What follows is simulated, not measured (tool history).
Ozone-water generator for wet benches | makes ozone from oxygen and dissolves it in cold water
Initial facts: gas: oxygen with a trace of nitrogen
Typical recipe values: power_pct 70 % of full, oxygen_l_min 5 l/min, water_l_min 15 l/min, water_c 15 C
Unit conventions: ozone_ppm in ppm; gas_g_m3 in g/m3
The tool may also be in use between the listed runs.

Run 1, hour 0: usual settings. Result: ozone_ppm 32.1 ppm, gas_g_m3 249.2 g/m3.
Run 2, hour 32.1: usual settings but power_pct 61 % of full. Result: ozone_ppm 29.8 ppm, gas_g_m3 226.6 g/m3.
Run 3, hour 55.1: usual settings but power_pct 61 % of full. Result: ozone_ppm 29.4 ppm, gas_g_m3 225.6 g/m3.
Run 4, hour 97.7: usual settings but power_pct 61 % of full. Result: ozone_ppm 29.4 ppm, gas_g_m3 226.1 g/m3.
Run 5, hour 131.9: usual settings but water_c 8 C. Result: ozone_ppm 35.4 ppm, gas_g_m3 246.9 g/m3.
Run 6, hour 159.2: usual settings but water_c 8 C. Result: ozone_ppm 35.8 ppm, gas_g_m3 244.9 g/m3.
Run 7, hour 179.3: usual settings. Result: ozone_ppm 32.4 ppm, gas_g_m3 243.3 g/m3.
At hour 184.1: water thermometer calibrated.
Run 8, hour 203.9: usual settings. Result: ozone_ppm 32.1 ppm, gas_g_m3 245.1 g/m3.
Run 9, hour 241: usual settings. Result: ozone_ppm 32 ppm, gas_g_m3 246.5 g/m3.
Run 10, hour 272.6: usual settings. Result: ozone_ppm 32.3 ppm, gas_g_m3 245.9 g/m3.
Run 11, hour 301.8: usual settings. Result: ozone_ppm 31.8 ppm, gas_g_m3 244.1 g/m3.
Run 12, hour 334.8: usual settings but water_l_min 20 l/min, water_c 21 C. Result: ozone_ppm 22.4 ppm, gas_g_m3 244 g/m3.
Run 13, hour 380.1: usual settings but water_l_min 20 l/min, water_c 21 C. Result: ozone_ppm 22.7 ppm, gas_g_m3 244.2 g/m3.
Run 14, hour 423.3: usual settings but oxygen_l_min 2.67 l/min, water_c 8 C. Result: ozone_ppm 35.2 ppm, gas_g_m3 358.7 g/m3.
At hour 445.6: water thermometer calibrated, once more.
Run 15, hour 451: usual settings but oxygen_l_min 2.67 l/min, water_c 8 C. Result: ozone_ppm 34.5 ppm, gas_g_m3 358.2 g/m3.
Run 16, hour 481.5: usual settings but oxygen_l_min 7.59 l/min, water_c 12 C. Result: ozone_ppm 31.8 ppm, gas_g_m3 190.8 g/m3.
Run 17, hour 515.3: usual settings but oxygen_l_min 7.59 l/min, water_c 12 C. Result: ozone_ppm 31.9 ppm, gas_g_m3 190.1 g/m3.
Run 18, hour 556.5: usual settings but power_pct 92 % of full, water_c 22 C. Result: ozone_ppm 33.4 ppm, gas_g_m3 286.9 g/m3.
Run 19, hour 594.6: usual settings but power_pct 92 % of full, water_c 22 C. Result: ozone_ppm 33.4 ppm, gas_g_m3 284.5 g/m3.
Run 20, hour 639.7: usual settings but power_pct 92 % of full, oxygen_l_min 2.54 l/min, water_l_min 16 l/min, water_c 16 C. Result: ozone_ppm 35.1 ppm, gas_g_m3 436.8 g/m3.

Subtracting, for every run, the result it would have given without the tool's unlogged condition from the measured result gives the following. The same run-to-run variation enters both numbers; the gauge's scatter may not:
What the log doesn't record here: yield of the discharge, % of new electrodes'; contactor's efficiency, % of a clean one's; true water temperature over the reading, C; drift of the gauge itself on ozone_ppm, %; drift of the gauge itself on gas_g_m3, %.
run  ozone_ppm  gas_g_m3
  1       -1.6        -6
  2       -1.5        -5
  3       -1.4      -5.1
  4       -1.5      -5.3
  5       -1.9      -6.4
  6       -1.8      -6.4
  7       -1.7      -6.4
  8       -1.7      -6.6
  9       -1.7      -6.7
 10       -1.7      -6.7
 11       -1.8      -6.8
 12       -1.4      -6.9
 13       -1.4      -6.9
 14         -2     -10.5
 15         -2     -10.6
 16       -1.8      -5.7
 17       -1.9      -5.8
 18       -2.2     -10.3
 19       -2.2     -10.4
 20       -2.4     -16.2

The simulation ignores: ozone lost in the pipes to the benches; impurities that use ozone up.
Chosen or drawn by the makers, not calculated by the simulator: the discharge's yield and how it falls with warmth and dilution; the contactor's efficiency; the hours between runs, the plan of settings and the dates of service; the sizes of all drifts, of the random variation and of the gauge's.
